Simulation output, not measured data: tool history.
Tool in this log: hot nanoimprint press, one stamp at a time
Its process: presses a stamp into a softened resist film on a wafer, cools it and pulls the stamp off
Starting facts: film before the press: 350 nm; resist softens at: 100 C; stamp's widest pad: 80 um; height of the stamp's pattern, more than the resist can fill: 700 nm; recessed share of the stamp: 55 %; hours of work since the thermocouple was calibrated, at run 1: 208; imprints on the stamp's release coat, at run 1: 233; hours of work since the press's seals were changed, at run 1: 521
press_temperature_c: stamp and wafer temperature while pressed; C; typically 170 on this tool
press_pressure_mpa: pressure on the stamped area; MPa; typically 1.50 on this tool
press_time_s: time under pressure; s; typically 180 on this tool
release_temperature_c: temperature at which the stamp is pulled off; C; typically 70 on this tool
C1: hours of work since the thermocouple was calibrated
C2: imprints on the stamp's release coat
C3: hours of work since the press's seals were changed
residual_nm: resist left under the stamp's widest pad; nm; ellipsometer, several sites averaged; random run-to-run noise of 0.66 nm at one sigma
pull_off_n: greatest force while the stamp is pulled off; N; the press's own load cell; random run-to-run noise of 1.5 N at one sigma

{"run": 1, "hour": 0.0, "press_temperature_c": 170, "press_pressure_mpa": 1.5, "press_time_s": 180, "release_temperature_c": 70, "C1": 208, "C2": 233, "C3": 521, "residual_nm": 150.6, "pull_off_n": 198}
{"run": 2, "hour": 12.6, "press_temperature_c": 170, "press_pressure_mpa": 1.5, "press_time_s": 180, "release_temperature_c": 70, "C1": 217, "C2": 288, "C3": 531, "residual_nm": 149.8, "pull_off_n": 193}
{"run": 3, "hour": 25.5, "press_temperature_c": 170, "press_pressure_mpa": 1.5, "press_time_s": 180, "release_temperature_c": 70, "C1": 227, "C2": 343, "C3": 541, "residual_nm": 149.1, "pull_off_n": 194}
{"run": 4, "hour": 49.7, "press_temperature_c": 160, "press_pressure_mpa": 1.5, "press_time_s": 180, "release_temperature_c": 70, "C1": 246, "C2": 447, "C3": 560, "residual_nm": 213.1, "pull_off_n": 198}
{"run": 5, "hour": 62.6, "press_temperature_c": 170, "press_pressure_mpa": 1.2, "press_time_s": 180, "release_temperature_c": 70, "C1": 256, "C2": 503, "C3": 570, "residual_nm": 163.9, "pull_off_n": 194}
{"run": 6, "hour": 73.3, "press_temperature_c": 170, "press_pressure_mpa": 1.5, "press_time_s": 180, "release_temperature_c": 66, "C1": 264, "C2": 549, "C3": 578, "residual_nm": 150.8, "pull_off_n": 207}
{"run": 7, "hour": 86.9, "press_temperature_c": 170, "press_pressure_mpa": 1.5, "press_time_s": 180, "release_temperature_c": 66, "C1": 274, "C2": 608, "C3": 588, "residual_nm": 150.6, "pull_off_n": 208}
{"run": 8, "hour": 101.4, "press_temperature_c": 170, "press_pressure_mpa": 1.5, "press_time_s": 180, "release_temperature_c": 77, "C1": 286, "C2": 670, "C3": 599, "residual_nm": 148.6, "pull_off_n": 173}
{"run": 9, "hour": 122.3, "press_temperature_c": 170, "press_pressure_mpa": 1.5, "press_time_s": 166, "release_temperature_c": 70, "C1": 302, "C2": 760, "C3": 616, "residual_nm": 155.4, "pull_off_n": 192}
{"run": 10, "hour": 147.0, "press_temperature_c": 170, "press_pressure_mpa": 1.5, "press_time_s": 166, "release_temperature_c": 70, "C1": 321, "C2": 867, "C3": 635, "residual_nm": 154.8, "pull_off_n": 190}
{"run": 11, "hour": 164.3, "press_temperature_c": 170, "press_pressure_mpa": 1.5, "press_time_s": 166, "release_temperature_c": 76, "C1": 334, "C2": 941, "C3": 648, "residual_nm": 157.7, "pull_off_n": 175}
{"run": 12, "hour": 176.3, "press_temperature_c": 170, "press_pressure_mpa": 1.92, "press_time_s": 180, "release_temperature_c": 70, "C1": 343, "C2": 993, "C3": 657, "residual_nm": 136.6, "pull_off_n": 193}
{"run": 13, "hour": 200.3, "press_temperature_c": 170, "press_pressure_mpa": 1.5, "press_time_s": 180, "release_temperature_c": 70, "C1": 362, "C2": 1097, "C3": 676, "residual_nm": 151.9, "pull_off_n": 196}
{"hour": 216.2, "done": "stamp cleaned and given a new release coat"}
{"run": 14, "hour": 224.7, "press_temperature_c": 170, "press_pressure_mpa": 1.5, "press_time_s": 260, "release_temperature_c": 70, "C1": 376, "C2": 37, "C3": 690, "residual_nm": 129.8, "pull_off_n": 191}
{"run": 15, "hour": 242.0, "press_temperature_c": 170, "press_pressure_mpa": 1.5, "press_time_s": 260, "release_temperature_c": 70, "C1": 389, "C2": 112, "C3": 703, "residual_nm": 130.1, "pull_off_n": 191}
{"run": 16, "hour": 253.6, "press_temperature_c": 163, "press_pressure_mpa": 1.13, "press_time_s": 260, "release_temperature_c": 65, "C1": 398, "C2": 161, "C3": 712, "residual_nm": 190.3, "pull_off_n": 208}
{"run": 17, "hour": 278.2, "press_temperature_c": 163, "press_pressure_mpa": 1.13, "press_time_s": 260, "release_temperature_c": 65, "C1": 417, "C2": 268, "C3": 731, "residual_nm": 190.7, "pull_off_n": 208}
{"run": 18, "hour": 299.2, "press_temperature_c": 163, "press_pressure_mpa": 1.13, "press_time_s": 260, "release_temperature_c": 65, "C1": 433, "C2": 358, "C3": 747, "residual_nm": 190.1, "pull_off_n": 210}
{"hour": 302.9, "done": "gauge calibrated"}
{"run": 19, "hour": 316.9, "press_temperature_c": 163, "press_pressure_mpa": 1.13, "press_time_s": 260, "release_temperature_c": 65, "C1": 447, "C2": 435, "C3": 761, "residual_nm": 186.6, "pull_off_n": 210}
{"run": 20, "hour": 339.0, "press_temperature_c": 168, "press_pressure_mpa": 1.13, "press_time_s": 260, "release_temperature_c": 75, "C1": 464, "C2": 530, "C3": 778, "residual_nm": 154.8, "pull_off_n": 181}
{"hour": 356.9, "done": "press's hydraulic seals changed and the load cell set to zero"}
{"run": 21, "hour": 361.7, "press_temperature_c": 167, "press_pressure_mpa": 2.25, "press_time_s": 180, "release_temperature_c": 70, "C1": 475, "C2": 593, "C3": 4, "residual_nm": 140.5, "pull_off_n": 193}
{"run": 22, "hour": 372.0, "press_temperature_c": 167, "press_pressure_mpa": 2.25, "press_time_s": 180, "release_temperature_c": 70, "C1": 483, "C2": 638, "C3": 12, "residual_nm": 142.2, "pull_off_n": 193}
{"run": 23, "hour": 387.0, "press_temperature_c": 175, "press_pressure_mpa": 1.7, "press_time_s": 159, "release_temperature_c": 70, "C1": 495, "C2": 702, "C3": 23, "residual_nm": 125.0, "pull_off_n": 195}
{"run": 24, "hour": 398.5, "press_temperature_c": 180, "press_pressure_mpa": 1.7, "press_time_s": 159, "release_temperature_c": 70, "C1": 504, "C2": 752, "C3": 32, "residual_nm": 103.0, "pull_off_n": 193}
{"run": 25, "hour": 415.6, "press_temperature_c": 180, "press_pressure_mpa": 1.7, "press_time_s": 233, "release_temperature_c": 70, "C1": 517, "C2": 825, "C3": 45, "residual_nm": 86.9, "pull_off_n": 194}
{"hour": 432.5, "done": "plate thermocouple calibrated"}
{"run": 26, "hour": 436.9, "press_temperature_c": 180, "press_pressure_mpa": 1.7, "press_time_s": 233, "release_temperature_c": 70, "C1": 3, "C2": 904, "C3": 59, "residual_nm": 87.9, "pull_off_n": 194}
{"run": 27, "hour": 449.6, "press_temperature_c": 170, "press_pressure_mpa": 1.7, "press_time_s": 122, "release_temperature_c": 73, "C1": 13, "C2": 959, "C3": 69, "residual_nm": 169.5, "pull_off_n": 187}
{"run": 28, "hour": 473.2, "press_temperature_c": 170, "press_pressure_mpa": 1.7, "press_time_s": 122, "release_temperature_c": 73, "C1": 31, "C2": 1061, "C3": 87, "residual_nm": 168.5, "pull_off_n": 187}
{"run": 29, "hour": 485.7, "press_temperature_c": 168, "press_pressure_mpa": 1.7, "press_time_s": 110, "release_temperature_c": 73, "C1": 41, "C2": 1115, "C3": 97, "residual_nm": 187.0, "pull_off_n": 187}

Alternative continuations, all from the tool just after run 29; predict every row:
{"hour": 498.2, "done": "stamp cleaned and given a new release coat"}
{"run": "A", "hour": 502.4, "press_temperature_c": 160, "press_pressure_mpa": 1.85, "press_time_s": 162, "release_temperature_c": 70, "C1": 49, "C2": 18, "C3": 105, "residual_nm": "?", "pull_off_n": "?"}
{"hour": 498.2, "done": "stamp cleaned and given a new release coat"}
{"run": "B", "hour": 502.4, "press_temperature_c": 168, "press_pressure_mpa": 2.01, "press_time_s": 145, "release_temperature_c": 68, "C1": 49, "C2": 18, "C3": 105, "residual_nm": "?", "pull_off_n": "?"}
{"hour": 498.2, "done": "stamp cleaned and given a new release coat"}
{"run": "C", "hour": 502.4, "press_temperature_c": 170, "press_pressure_mpa": 1.5, "press_time_s": 180, "release_temperature_c": 68, "C1": 49, "C2": 18, "C3": 105, "residual_nm": "?", "pull_off_n": "?"}

run=A residual_nm=208.2 pull_off_n=194
run=B residual_nm=158.8 pull_off_n=202
run=C residual_nm=150.6 pull_off_n=199
What these runs would have given with no unlogged condition in the tool:
run=A residual_nm=205.1 pull_off_n=194
run=B residual_nm=156.4 pull_off_n=202
run=C residual_nm=148.4 pull_off_n=199
